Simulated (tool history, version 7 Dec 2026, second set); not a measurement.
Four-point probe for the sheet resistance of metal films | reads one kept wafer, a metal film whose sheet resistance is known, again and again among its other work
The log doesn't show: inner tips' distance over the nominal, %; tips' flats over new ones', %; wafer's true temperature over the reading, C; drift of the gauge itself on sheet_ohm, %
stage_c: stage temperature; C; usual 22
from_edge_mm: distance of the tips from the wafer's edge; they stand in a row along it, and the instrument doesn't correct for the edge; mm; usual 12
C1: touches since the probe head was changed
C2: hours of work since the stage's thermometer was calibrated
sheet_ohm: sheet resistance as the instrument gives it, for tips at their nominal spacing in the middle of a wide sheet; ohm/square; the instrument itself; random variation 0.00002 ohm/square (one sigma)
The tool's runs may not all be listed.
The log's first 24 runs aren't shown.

{"run": 25, "hour": 378.2, "stage_c": 22, "from_edge_mm": 12, "C1": 21304, "C2": 654, "sheet_ohm": 0.099585}
{"run": 26, "hour": 391.0, "stage_c": 20, "from_edge_mm": 46, "C1": 21619, "C2": 663, "sheet_ohm": 0.099502}
{"run": 27, "hour": 410.0, "stage_c": 28, "from_edge_mm": 12, "C1": 22087, "C2": 676, "sheet_ohm": 0.099486}
{"run": 28, "hour": 419.4, "stage_c": 28, "from_edge_mm": 12, "C1": 22319, "C2": 682, "sheet_ohm": 0.09947}
{"run": 29, "hour": 430.0, "stage_c": 29, "from_edge_mm": 5, "C1": 22580, "C2": 690, "sheet_ohm": 0.099888}
{"run": 30, "hour": 443.1, "stage_c": 25, "from_edge_mm": 25, "C1": 22903, "C2": 699, "sheet_ohm": 0.099435}
{"run": 31, "hour": 462.1, "stage_c": 25, "from_edge_mm": 25, "C1": 23370, "C2": 712, "sheet_ohm": 0.099453}
{"run": 32, "hour": 476.8, "stage_c": 25, "from_edge_mm": 25, "C1": 23733, "C2": 722, "sheet_ohm": 0.099409}
{"run": 33, "hour": 498.8, "stage_c": 21, "from_edge_mm": 65, "C1": 24275, "C2": 737, "sheet_ohm": 0.099451}
{"run": 34, "hour": 509.4, "stage_c": 33, "from_edge_mm": 46, "C1": 24536, "C2": 744, "sheet_ohm": 0.09936}
{"run": 35, "hour": 521.4, "stage_c": 33, "from_edge_mm": 46, "C1": 24831, "C2": 752, "sheet_ohm": 0.099319}
{"run": 36, "hour": 531.3, "stage_c": 26, "from_edge_mm": 38, "C1": 25076, "C2": 759, "sheet_ohm": 0.099403}
{"run": 37, "hour": 552.4, "stage_c": 26, "from_edge_mm": 38, "C1": 25595, "C2": 773, "sheet_ohm": 0.099381}
{"run": 38, "hour": 574.9, "stage_c": 20, "from_edge_mm": 47, "C1": 26151, "C2": 789, "sheet_ohm": 0.099448}
{"run": 39, "hour": 594.1, "stage_c": 21, "from_edge_mm": 52, "C1": 26624, "C2": 802, "sheet_ohm": 0.099467}
{"run": 40, "hour": 608.7, "stage_c": 28, "from_edge_mm": 28, "C1": 26983, "C2": 812, "sheet_ohm": 0.099327}
{"run": 41, "hour": 621.2, "stage_c": 19, "from_edge_mm": 63, "C1": 27291, "C2": 820, "sheet_ohm": 0.099433}
{"run": 42, "hour": 640.1, "stage_c": 24, "from_edge_mm": 74, "C1": 27756, "C2": 833, "sheet_ohm": 0.099393}
{"run": 43, "hour": 660.7, "stage_c": 31, "from_edge_mm": 8, "C1": 28263, "C2": 847, "sheet_ohm": 0.099503}
{"run": 44, "hour": 682.7, "stage_c": 22, "from_edge_mm": 61, "C1": 28805, "C2": 863, "sheet_ohm": 0.099393}
{"run": 45, "hour": 694.8, "stage_c": 23, "from_edge_mm": 37, "C1": 29103, "C2": 871, "sheet_ohm": 0.099399}

4 ways to go on from here, each from the tool as it stands after run 45. What would each give?
{"run": "A", "hour": 713.1, "stage_c": 23, "from_edge_mm": 8, "C1": 29555, "C2": 883, "sheet_ohm": "?"}
{"run": "B", "hour": 713.1, "stage_c": 32, "from_edge_mm": 12, "C1": 29555, "C2": 883, "sheet_ohm": "?"}
{"run": "C", "hour": 713.1, "stage_c": 18, "from_edge_mm": 63, "C1": 29555, "C2": 883, "sheet_ohm": "?"}
{"run": "D", "hour": 713.1, "stage_c": 25, "from_edge_mm": 41, "C1": 29555, "C2": 883, "sheet_ohm": "?"}

run=A sheet_ohm=0.099609
run=B sheet_ohm=0.099402
run=C sheet_ohm=0.099453
run=D sheet_ohm=0.099382
Without the tool's hidden state the same runs would have given:
run=A sheet_ohm=0.099622
run=B sheet_ohm=0.099416
run=C sheet_ohm=0.099465
run=D sheet_ohm=0.099395

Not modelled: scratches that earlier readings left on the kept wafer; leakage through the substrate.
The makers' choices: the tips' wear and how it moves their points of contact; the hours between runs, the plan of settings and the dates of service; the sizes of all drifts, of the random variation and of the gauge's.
